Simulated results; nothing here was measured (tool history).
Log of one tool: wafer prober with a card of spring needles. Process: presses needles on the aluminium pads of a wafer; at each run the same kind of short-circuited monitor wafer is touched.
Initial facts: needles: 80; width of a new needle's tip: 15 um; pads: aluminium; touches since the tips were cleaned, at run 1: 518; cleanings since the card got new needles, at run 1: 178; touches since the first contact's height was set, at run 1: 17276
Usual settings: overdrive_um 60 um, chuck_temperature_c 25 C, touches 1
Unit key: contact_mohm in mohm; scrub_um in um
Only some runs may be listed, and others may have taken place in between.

| run | hour | overdrive_um | chuck_temperature_c | touches | touches since the tips were cleaned | cleanings since the card got new needles | touches since the first contact's height was set | contact_mohm | scrub_um |
|---|---|---|---|---|---|---|---|---|---|
| 1 | 0 | 60 | 25 | 1 | 518 | 178 | 17276 | 279 | 15.79 |
|  | 7 | tips cleaned on abrasive film |
|  | 15.7 | tips cleaned on abrasive film |
|  | 22.7 | tips cleaned on abrasive film |
|  | 31.5 | tips cleaned on abrasive film |
| 2 | 32.5 | 60 | 25 | 1 | 440 | 182 | 30284 | 279 | 15.69 |
|  | 39.5 | tips cleaned on abrasive film |
|  | 46.5 | tips cleaned on abrasive film |
|  | 53.5 | tips cleaned on abrasive film |
|  | 62.3 | tips cleaned on abrasive film |
| 3 | 64.5 | 60 | 25 | 2 | 918 | 186 | 43071 | 275 | 15.55 |
|  | 69.8 | tips cleaned on abrasive film |
|  | 76.8 | tips cleaned on abrasive film |
|  | 83.8 | tips cleaned on abrasive film |
|  | 90.8 | tips cleaned on abrasive film |
|  | 98.1 | tips cleaned on abrasive film |
| 4 | 98.1 | 60 | 25 | 2 | 0 | 191 | 56439 | 274 | 15.52 |
|  | 106.8 | tips cleaned on abrasive film |
|  | 115.5 | tips cleaned on abrasive film |
|  | 124.2 | tips cleaned on abrasive film |
|  | 132.4 | tips cleaned on abrasive film |
| 5 | 132.4 | 60 | 25 | 2 | 0 | 195 | 70176 | 269 | 15.45 |
|  | 139.4 | tips cleaned on abrasive film |
|  | 148.1 | tips cleaned on abrasive film |
|  | 155.1 | tips cleaned on abrasive film |
|  | 162.1 | tips cleaned on abrasive film |
|  | 169.1 | tips cleaned on abrasive film |
| 6 | 174 | 60 | 25 | 2 | 1970 | 200 | 86809 | 280 | 15.25 |
|  | 177.5 | tips cleaned on abrasive film |
|  | 184.5 | tips cleaned on abrasive film |
|  | 191.5 | tips cleaned on abrasive film |
|  | 198.5 | tips cleaned on abrasive film |
|  | 205.5 | tips cleaned on abrasive film |
|  | 214.3 | tips cleaned on abrasive film |
|  | 223 | tips cleaned on abrasive film |
|  | 231.7 | tips cleaned on abrasive film |
| 7 | 233.8 | 60 | 25 | 1 | 831 | 208 | 110681 | 286 | 15.06 |
|  | 239.1 | tips cleaned on abrasive film |
|  | 246.1 | tips cleaned on abrasive film |
|  | 254.8 | tips cleaned on abrasive film |
| 8 | 261.5 | 60 | 25 | 1 | 2703 | 211 | 121767 | 302 | 15.05 |
|  | 263.3 | tips cleaned on abrasive film |
|  | 270.3 | tips cleaned on abrasive film |
|  | 277.3 | tips cleaned on abrasive film |
|  | 284.3 | tips cleaned on abrasive film |
| 9 | 291.2 | 60 | 25 | 1 | 2780 | 215 | 133623 | 305 | 14.96 |
|  | 293 | tips cleaned on abrasive film |
|  | 300 | tips cleaned on abrasive film |
|  | 307 | tips cleaned on abrasive film |
|  | 314 | tips cleaned on abrasive film |
|  | 322.7 | tips cleaned on abrasive film |
| 10 | 323.5 | 60 | 25 | 1 | 319 | 220 | 146510 | 276 | 14.81 |
|  | 330.5 | tips cleaned on abrasive film |
|  | 337.5 | tips cleaned on abrasive film |
|  | 344.5 | tips cleaned on abrasive film |
|  | 351.5 | tips cleaned on abrasive film |
|  | 358.5 | tips cleaned on abrasive film |
|  | 365.5 | tips cleaned on abrasive film |
| 11 | 369.4 | 60 | 25 | 1 | 1582 | 226 | 164851 | 295 | 14.7 |
|  | 373 | tips cleaned on abrasive film |
|  | 380 | tips cleaned on abrasive film |
|  | 387 | tips cleaned on abrasive film |
|  | 395.7 | tips cleaned on abrasive film |
|  | 404.4 | tips cleaned on abrasive film |
|  | 413.1 | tips cleaned on abrasive film |
|  | 415.2 | height of the first contact set anew |
| 12 | 418.8 | 60 | 25 | 1 | 2158 | 232 | 1460 | 297 | 15.82 |
|  | 420.6 | tips cleaned on abrasive film |
|  | 429.3 | tips cleaned on abrasive film |
|  | 436.3 | tips cleaned on abrasive film |
|  | 445 | tips cleaned on abrasive film |
|  | 452 | tips cleaned on abrasive film |
|  | 459 | tips cleaned on abrasive film |
|  | 466 | tips cleaned on abrasive film |
| 13 | 471.4 | 74 | 102 | 1 | 2159 | 239 | 22470 | 312 | 19.37 |
|  | 473.2 | tips cleaned on abrasive film |
|  | 480.2 | tips cleaned on abrasive film |
|  | 487.2 | tips cleaned on abrasive film |
|  | 494.2 | tips cleaned on abrasive film |
|  | 502.9 | tips cleaned on abrasive film |
|  | 511.6 | tips cleaned on abrasive film |
|  | 518.6 | tips cleaned on abrasive film |
|  | 525.6 | tips cleaned on abrasive film |
| 14 | 532.4 | 74 | 102 | 1 | 2738 | 247 | 46850 | 308 | 19.29 |
|  | 534.2 | tips cleaned on abrasive film |
|  | 543 | tips cleaned on abrasive film |
|  | 551.7 | tips cleaned on abrasive film |
|  | 560.4 | tips cleaned on abrasive film |
|  | 567.4 | tips cleaned on abrasive film |
|  | 574.4 | tips cleaned on abrasive film |
|  | 581.4 | tips cleaned on abrasive film |
|  | 590.1 | tips cleaned on abrasive film |
| 15 | 592.1 | 56 | 50 | 1 | 809 | 255 | 70700 | 301 | 14.3 |
|  | 597.4 | tips cleaned on abrasive film |
|  | 604.4 | tips cleaned on abrasive film |
|  | 611.4 | tips cleaned on abrasive film |
|  | 618.4 | tips cleaned on abrasive film |
|  | 625.4 | tips cleaned on abrasive film |
|  | 632.4 | tips cleaned on abrasive film |
|  | 639.4 | tips cleaned on abrasive film |
|  | 648.1 | tips cleaned on abrasive film |
| 16 | 652 | 56 | 25 | 3 | 1564 | 263 | 94608 | 279 | 14.1 |
|  | 655.6 | tips cleaned on abrasive film |
|  | 664.3 | tips cleaned on abrasive film |
|  | 673 | tips cleaned on abrasive film |
|  | 680 | tips cleaned on abrasive film |
|  | 687 | tips cleaned on abrasive film |
|  | 694 | tips cleaned on abrasive film |
|  | 701 | tips cleaned on abrasive film |
| 17 | 707.2 | 62 | 76 | 2 | 2517 | 270 | 116679 | 303 | 15.63 |
|  | 709.1 | tips cleaned on abrasive film |
|  | 716.1 | tips cleaned on abrasive film |
|  | 724.8 | tips cleaned on abrasive film |
|  | 733.5 | tips cleaned on abrasive film |
|  | 740.5 | tips cleaned on abrasive film |
|  | 747.5 | tips cleaned on abrasive film |
| 18 | 751.6 | 73 | 34 | 2 | 1661 | 276 | 134399 | 278 | 18.5 |
|  | 755.2 | tips cleaned on abrasive film |
|  | 762.2 | tips cleaned on abrasive film |
|  | 770.9 | tips cleaned on abrasive film |
|  | 779.6 | tips cleaned on abrasive film |
|  | 788.3 | tips cleaned on abrasive film |
|  | 797.1 | tips cleaned on abrasive film |
|  | 804.1 | tips cleaned on abrasive film |
| 19 | 808.2 | 73 | 34 | 2 | 1677 | 283 | 157022 | 282 | 18.14 |
|  | 811.8 | tips cleaned on abrasive film |
|  | 818.8 | tips cleaned on abrasive film |
|  | 825.8 | tips cleaned on abrasive film |
|  | 832.8 | tips cleaned on abrasive film |
|  | 841.5 | tips cleaned on abrasive film |
|  | 848.5 | tips cleaned on abrasive film |
|  | 855.5 | tips cleaned on abrasive film |
| 20 | 860.1 | 66 | 87 | 1 | 1877 | 290 | 177750 | 316 | 16.15 |
|  | 863.7 | tips cleaned on abrasive film |
|  | 870.7 | tips cleaned on abrasive film |
|  | 874.4 | height of the first contact set anew |
|  | 878 | tips cleaned on abrasive film |
|  | 885 | tips cleaned on abrasive film |
|  | 892 | tips cleaned on abrasive film |
|  | 899 | tips cleaned on abrasive film |
| 21 | 905.5 | 66 | 87 | 1 | 2635 | 296 | 12410 | 316 | 17.23 |
|  | 907.3 | tips cleaned on abrasive film |
|  | 914.3 | tips cleaned on abrasive film |
|  | 921.3 | tips cleaned on abrasive film |
|  | 930 | tips cleaned on abrasive film |
|  | 937 | tips cleaned on abrasive film |
| 22 | 941.4 | 66 | 87 | 1 | 1774 | 301 | 26752 | 307 | 17.19 |
|  | 945 | tips cleaned on abrasive film |
|  | 952 | tips cleaned on abrasive film |
|  | 959 | tips cleaned on abrasive film |
|  | 967.7 | tips cleaned on abrasive film |
|  | 976.4 | tips cleaned on abrasive film |
|  | 985.2 | tips cleaned on abrasive film |
|  | 992.2 | tips cleaned on abrasive film |
| 23 | 997.6 | 66 | 87 | 1 | 2194 | 308 | 49195 | 314 | 17.01 |

Some steps in contact_mohm between neighbouring runs. How much of each would the tool show without its hidden state too (settings, what came in, random variation), and how much is left for the hidden state, with any gauge scatter that isn't in both results?
Hidden state at play: debris on the tips, nm; way that the needles fall short of the set height, um; tips' diameter, um; drift of the gauge itself on contact_mohm, %; drift of the gauge itself on scrub_um, %.
Run 9 -> 10: tips cleaned on abrasive film, tips cleaned on abrasive film, tips cleaned on abrasive film, tips cleaned on abrasive film, tips cleaned on abrasive film. contact_mohm -29 mohm: hidden state -27, all else -2.
Run 10 -> 11: tips cleaned on abrasive film, tips cleaned on abrasive film, tips cleaned on abrasive film, tips cleaned on abrasive film, tips cleaned on abrasive film, tips cleaned on abrasive film. contact_mohm +19 mohm: hidden state +18, all else +1.
Run 19 -> 20: overdrive_um 73 -> 66, chuck_temperature_c 34 -> 87, touches 2 -> 1, tips cleaned on abrasive film, tips cleaned on abrasive film, tips cleaned on abrasive film, tips cleaned on abrasive film, tips cleaned on abrasive film, tips cleaned on abrasive film, tips cleaned on abrasive film. contact_mohm +34 mohm: hidden state +18, all else +16.

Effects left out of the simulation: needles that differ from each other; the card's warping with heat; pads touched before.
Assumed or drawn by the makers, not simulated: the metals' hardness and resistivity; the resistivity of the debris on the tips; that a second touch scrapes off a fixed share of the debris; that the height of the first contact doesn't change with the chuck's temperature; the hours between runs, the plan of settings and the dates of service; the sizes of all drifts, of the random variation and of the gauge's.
